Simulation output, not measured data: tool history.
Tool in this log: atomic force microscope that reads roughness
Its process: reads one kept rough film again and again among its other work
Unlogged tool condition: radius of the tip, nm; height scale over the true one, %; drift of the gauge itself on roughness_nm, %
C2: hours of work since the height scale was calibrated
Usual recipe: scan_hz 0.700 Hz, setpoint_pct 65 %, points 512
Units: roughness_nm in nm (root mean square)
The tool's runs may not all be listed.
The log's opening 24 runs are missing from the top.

Run 25, hour 735.5: usual settings but scan_hz 0.585 Hz, setpoint_pct 71 %, points 424; pictures with this tip 112; C2 1264. Result: roughness_nm 3.948 nm (root mean square).
At hour 758.9: new tip fitted.
Run 26, hour 778.0: usual settings but scan_hz 0.646 Hz, setpoint_pct 60 %, points 464; pictures with this tip 30; C2 1294. Result: roughness_nm 4.435 nm (root mean square).
Run 27, hour 803.5: usual settings but scan_hz 0.646 Hz, setpoint_pct 60 %, points 464; pictures with this tip 69; C2 1312. Result: roughness_nm 4.250 nm (root mean square).
Run 28, hour 835.0: usual settings but scan_hz 2.235 Hz, points 479; pictures with this tip 118; C2 1335. Result: roughness_nm 3.720 nm (root mean square).
At hour 853.9: new tip fitted.
Run 29, hour 869.2: usual settings but scan_hz 3.874 Hz, setpoint_pct 61 %; pictures with this tip 24; C2 1359. Result: roughness_nm 4.084 nm (root mean square).
Run 30, hour 895.1: usual settings but scan_hz 3.837 Hz, setpoint_pct 57 %, points 827; pictures with this tip 64; C2 1377. Result: roughness_nm 3.992 nm (root mean square).
Run 31, hour 929.6: usual settings but scan_hz 3.837 Hz, setpoint_pct 57 %, points 827; pictures with this tip 117; C2 1402. Result: roughness_nm 3.730 nm (root mean square).
At hour 933.6: height scale calibrated on a step standard.
At hour 950.7: new tip fitted.
Run 32, hour 955.0: usual settings but scan_hz 3.837 Hz, setpoint_pct 57 %, points 827; pictures with this tip 6; C2 15. Result: roughness_nm 4.286 nm (root mean square).
Run 33, hour 991.9: usual settings but scan_hz 3.837 Hz, setpoint_pct 57 %, points 827; pictures with this tip 63; C2 41. Result: roughness_nm 3.944 nm (root mean square).
Run 34, hour 1015.1: usual settings but scan_hz 0.793 Hz, setpoint_pct 77 %, points 467; pictures with this tip 99; C2 58. Result: roughness_nm 3.888 nm (root mean square).
At hour 1046.6: new tip fitted.
Run 35, hour 1047.5: usual settings but scan_hz 1.098 Hz, setpoint_pct 64 %, points 742; pictures with this tip 1; C2 81. Result: roughness_nm 4.521 nm (root mean square).
Run 36, hour 1080.1: usual settings but scan_hz 1.098 Hz, setpoint_pct 64 %, points 742; pictures with this tip 52; C2 104. Result: roughness_nm 4.210 nm (root mean square).
At hour 1111.9: height scale calibrated on a step standard, once more.
Run 37, hour 1121.6: usual settings but scan_hz 1.098 Hz, setpoint_pct 67 %, points 328; pictures with this tip 114; C2 7. Result: roughness_nm 3.913 nm (root mean square).
At hour 1142.1: new tip fitted.
Run 38, hour 1147.8: usual settings but scan_hz 3.582 Hz, points 537; pictures with this tip 9; C2 25. Result: roughness_nm 4.114 nm (root mean square).
Run 39, hour 1170.8: usual settings but scan_hz 0.517 Hz, setpoint_pct 80 %; pictures with this tip 45; C2 42. Result: roughness_nm 4.309 nm (root mean square).
Run 40, hour 1208.0: usual settings but scan_hz 2.201 Hz; pictures with this tip 102; C2 68. Result: roughness_nm 3.885 nm (root mean square).
Run 41, hour 1234.0: usual settings but scan_hz 0.620 Hz, setpoint_pct 68 %, points 606; pictures with this tip 142; C2 87. Result: roughness_nm 3.922 nm (root mean square).
At hour 1238.4: new tip fitted.
Run 42, hour 1268.6: usual settings but scan_hz 0.943 Hz, setpoint_pct 80 %; pictures with this tip 47; C2 111. Result: roughness_nm 4.084 nm (root mean square).
Run 43, hour 1291.8: usual settings but scan_hz 0.650 Hz, setpoint_pct 82 %, points 281; pictures with this tip 83; C2 128. Result: roughness_nm 3.970 nm (root mean square).
Run 44, hour 1328.7: usual settings but scan_hz 0.650 Hz, setpoint_pct 82 %, points 281; pictures with this tip 140; C2 154. Result: roughness_nm 3.673 nm (root mean square).
At hour 1333.8: new tip fitted.
Run 45, hour 1368.3: usual settings but scan_hz 0.977 Hz, setpoint_pct 72 %, points 355; pictures with this tip 54; C2 182. Result: roughness_nm 4.178 nm (root mean square).
Run 46, hour 1407.0: usual settings but scan_hz 3.506 Hz, setpoint_pct 57 %; pictures with this tip 113; C2 209. Result: roughness_nm 3.808 nm (root mean square).
At hour 1427.3: new tip fitted.
Run 47, hour 1434.3: usual settings but scan_hz 3.008 Hz, setpoint_pct 81 %, points 825; pictures with this tip 11; C2 229. Result: roughness_nm 3.594 nm (root mean square).

Alternative continuations, all from the tool just after run 47; predict every row:
Run A, hour 1461.6: usual settings but scan_hz 1.122 Hz, points 493; pictures with this tip 53; C2 248. Result: roughness_nm ?.
Run B, hour 1461.6: usual settings but scan_hz 3.008 Hz, points 262; pictures with this tip 53; C2 248. Result: roughness_nm ?.
Run C, hour 1461.6: usual settings but scan_hz 0.920 Hz, setpoint_pct 68 %; pictures with this tip 53; C2 248. Result: roughness_nm ?.
Run D, hour 1461.6: usual settings but points 721; pictures with this tip 53; C2 248. Result: roughness_nm ?.
Run E, hour 1461.6: usual settings but scan_hz 3.008 Hz, setpoint_pct 74 %, points 825; pictures with this tip 53; C2 248. Result: roughness_nm ?.

run  roughness_nm
  A         4.212
  B         3.928
  C         4.234
  D         4.343
  E         3.654
Without the tool's unlogged condition, the same runs would have read:
run  roughness_nm
  A         4.535
  B         4.229
  C         4.559
  D         4.676
  E         3.934
